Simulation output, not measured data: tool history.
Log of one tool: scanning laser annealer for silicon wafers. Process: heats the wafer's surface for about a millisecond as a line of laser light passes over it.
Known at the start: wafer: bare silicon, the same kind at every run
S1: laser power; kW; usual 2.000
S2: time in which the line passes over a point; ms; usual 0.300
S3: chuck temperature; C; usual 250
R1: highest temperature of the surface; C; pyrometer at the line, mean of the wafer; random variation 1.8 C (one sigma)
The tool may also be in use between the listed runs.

run 1 hour=0.0 | S1=2.000 S2=0.300 S3=250 | R1=970
run 2 hour=6.8 | S1=2.000 S2=0.300 S3=250 | R1=971
run 3 hour=13.4 | S1=2.000 S2=0.300 S3=250 | R1=971
run 4 hour=21.0 | S1=2.000 S2=0.300 S3=250 | R1=968
run 5 hour=29.3 | S1=2.000 S2=0.300 S3=250 | R1=970
run 6 hour=39.9 | S1=2.179 S2=0.300 S3=250 | R1=1038
run 7 hour=48.9 | S1=2.000 S2=0.300 S3=276 | R1=990
run 8 hour=54.3 | S1=2.000 S2=0.300 S3=250 | R1=966
run 9 hour=64.7 | S1=2.000 S2=0.300 S3=250 | R1=965
run 10 hour=74.9 | S1=2.000 S2=0.300 S3=250 | R1=966
-- hour=77.5 window over the wafer cleaned
run 11 hour=82.8 | S1=2.000 S2=0.300 S3=250 | R1=960
run 12 hour=87.6 | S1=1.781 S2=0.306 S3=260 | R1=892
run 13 hour=96.8 | S1=1.709 S2=0.268 S3=261 | R1=821
run 14 hour=104.6 | S1=2.112 S2=0.319 S3=259 | R1=1035
run 15 hour=112.2 | S1=2.112 S2=0.319 S3=259 | R1=1034
run 16 hour=120.8 | S1=2.112 S2=0.319 S3=259 | R1=1036
run 17 hour=128.8 | S1=1.809 S2=0.286 S3=216 | R1=833
-- hour=135.2 window over the wafer cleaned, once more
run 18 hour=137.9 | S1=1.809 S2=0.222 S3=217 | R1=782

The same runs without the tool's hidden state, with the same run-to-run variation:
The hidden state here: light that passes the window, % of a clean one's; laser's true power over the reading, %; width of the line over the set one, %; drift of the gauge itself on peak_c, C.
run=1 R1=1013
run=2 R1=1014
run=3 R1=1015
run=4 R1=1012
run=5 R1=1015
run=6 R1=1088
run=7 R1=1036
run=8 R1=1012
run=9 R1=1011
run=10 R1=1013
run=11 R1=1013
run=12 R1=939
run=13 R1=864
run=14 R1=1094
run=15 R1=1094
run=16 R1=1096
run=17 R1=882
run=18 R1=798
